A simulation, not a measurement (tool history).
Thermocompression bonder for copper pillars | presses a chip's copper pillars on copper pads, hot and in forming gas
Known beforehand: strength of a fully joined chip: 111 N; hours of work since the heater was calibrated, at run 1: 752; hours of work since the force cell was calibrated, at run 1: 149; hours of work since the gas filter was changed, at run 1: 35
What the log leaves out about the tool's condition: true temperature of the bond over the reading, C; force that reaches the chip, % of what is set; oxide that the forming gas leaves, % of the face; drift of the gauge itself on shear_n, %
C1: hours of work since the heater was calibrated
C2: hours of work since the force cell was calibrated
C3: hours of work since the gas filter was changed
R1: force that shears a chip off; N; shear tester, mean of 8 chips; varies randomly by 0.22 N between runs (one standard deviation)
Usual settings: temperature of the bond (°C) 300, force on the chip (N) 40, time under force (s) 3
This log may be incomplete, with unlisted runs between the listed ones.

Run 1, hour 0: usual settings; C1 752; C2 149; C3 35. Result: R1 61.3 N.
Run 2, hour 6.2: usual settings but force on the chip (N) 25; C1 756; C2 153; C3 39. Result: R1 40.7 N.
Run 3, hour 17.2: usual settings but force on the chip (N) 25; C1 764; C2 161; C3 46. Result: R1 40.7 N.
Run 4, hour 24: usual settings but force on the chip (N) 25; C1 768; C2 165; C3 51. Result: R1 40.5 N.
Run 5, hour 29.9: usual settings but force on the chip (N) 25; C1 772; C2 169; C3 55. Result: R1 40.5 N.
Run 6, hour 36.2: usual settings but temperature of the bond (°C) 277, force on the chip (N) 25; C1 776; C2 174; C3 59. Result: R1 30.3 N.
Run 7, hour 43.2: usual settings but temperature of the bond (°C) 277, force on the chip (N) 25; C1 781; C2 178; C3 64. Result: R1 30.3 N.
Run 8, hour 51.5: usual settings but temperature of the bond (°C) 277, force on the chip (N) 25; C1 787; C2 184; C3 70. Result: R1 30.2 N.
Run 9, hour 62.2: usual settings but temperature of the bond (°C) 277, force on the chip (N) 25; C1 794; C2 191; C3 77. Result: R1 30.7 N.
Run 10, hour 68.9: usual settings but temperature of the bond (°C) 315; C1 799; C2 196; C3 81. Result: R1 68.8 N.
Run 11, hour 76.4: usual settings; C1 804; C2 201; C3 86. Result: R1 60 N.
At hour 78.8: force cell calibrated.
Run 12, hour 82.9: usual settings; C1 807; C2 3; C3 90. Result: R1 59.5 N.
Run 13, hour 90.5: usual settings; C1 812; C2 8; C3 95. Result: R1 59.8 N.
Run 14, hour 102: usual settings; C1 820; C2 16; C3 103. Result: R1 59.6 N.
At hour 109.1: force cell calibrated, once more.
Run 15, hour 114.3: usual settings; C1 827; C2 4; C3 110. Result: R1 60.5 N.
Run 16, hour 120.4: usual settings but time under force (s) 2; C1 832; C2 8; C3 114. Result: R1 52.6 N.
Run 17, hour 126: usual settings; C1 835; C2 11; C3 118. Result: R1 60.4 N.
Run 18, hour 133.3: usual settings; C1 840; C2 16; C3 123. Result: R1 59.9 N.
Run 19, hour 143.8: usual settings; C1 848; C2 24; C3 130. Result: R1 59.9 N.
Run 20, hour 150.6: usual settings; C1 852; C2 28; C3 135. Result: R1 60 N.
Run 21, hour 156.8: usual settings but temperature of the bond (°C) 318; C1 856; C2 32; C3 139. Result: R1 69.4 N.
Run 22, hour 163.1: usual settings but temperature of the bond (°C) 318; C1 861; C2 37; C3 143. Result: R1 69 N.
Run 23, hour 168.8: usual settings but temperature of the bond (°C) 279, force on the chip (N) 26, time under force (s) 8; C1 865; C2 41; C3 147. Result: R1 47.1 N.
Run 24, hour 175.9: usual settings but temperature of the bond (°C) 279, force on the chip (N) 26; C1 869; C2 45; C3 152. Result: R1 31.8 N.
Run 25, hour 184.2: usual settings but force on the chip (N) 55, time under force (s) 2; C1 875; C2 51; C3 158. Result: R1 66.6 N.
Run 26, hour 193.9: usual settings but force on the chip (N) 55, time under force (s) 2; C1 882; C2 58; C3 164. Result: R1 66.3 N.
Run 27, hour 202.8: usual settings but force on the chip (N) 55, time under force (s) 2; C1 888; C2 64; C3 170. Result: R1 66 N.
At hour 204.6: forming gas filter changed.
Run 28, hour 214.7: usual settings but force on the chip (N) 55, time under force (s) 2; C1 895; C2 71; C3 7. Result: R1 69.9 N.
Run 29, hour 223.1: usual settings but temperature of the bond (°C) 284, force on the chip (N) 25, time under force (s) 4; C1 901; C2 77; C3 13. Result: R1 38.5 N.
Run 30, hour 232.1: usual settings but time under force (s) 8; C1 907; C2 83; C3 19. Result: R1 82.2 N.
Run 31, hour 242.3: usual settings but temperature of the bond (°C) 273, force on the chip (N) 38, time under force (s) 4; C1 914; C2 90; C3 26. Result: R1 50.1 N.
Run 32, hour 252: usual settings but temperature of the bond (°C) 271, force on the chip (N) 32, time under force (s) 4; C1 921; C2 97; C3 32. Result: R1 41.8 N.
Run 33, hour 262.5: usual settings but temperature of the bond (°C) 271, force on the chip (N) 32, time under force (s) 4; C1 928; C2 104; C3 39. Result: R1 41.9 N.
Run 34, hour 273.6: usual settings but temperature of the bond (°C) 318, force on the chip (N) 56, time under force (s) 2; C1 935; C2 111; C3 47. Result: R1 79.6 N.

Below are 5 alternative next runs, each starting from the tool's condition after run 34. Predict each:
Run A, hour 280.9: usual settings but temperature of the bond (°C) 318, force on the chip (N) 35, time under force (s) 7; C1 940; C2 116; C3 52. Result: R1 ?.
Run B, hour 280.9: usual settings but temperature of the bond (°C) 326, force on the chip (N) 50, time under force (s) 2; C1 940; C2 116; C3 52. Result: R1 ?.
Run C, hour 280.9: usual settings but temperature of the bond (°C) 318, force on the chip (N) 45, time under force (s) 2; C1 940; C2 116; C3 52. Result: R1 ?.
Run D, hour 280.9: usual settings but temperature of the bond (°C) 318, force on the chip (N) 53, time under force (s) 2; C1 940; C2 116; C3 52. Result: R1 ?.
Run E, hour 280.9: usual settings but temperature of the bond (°C) 282, force on the chip (N) 37, time under force (s) 8; C1 940; C2 116; C3 52. Result: R1 ?.

run    R1
  A  82.3
  B  78.5
  C  69.2
  D  76.9
  E  66.9
With the hidden condition removed and each run's random variation left untouched, the same runs would have given:
run    R1
  A  81.6
  B  77.8
  C  68.2
  D  76.1
  E  65.5
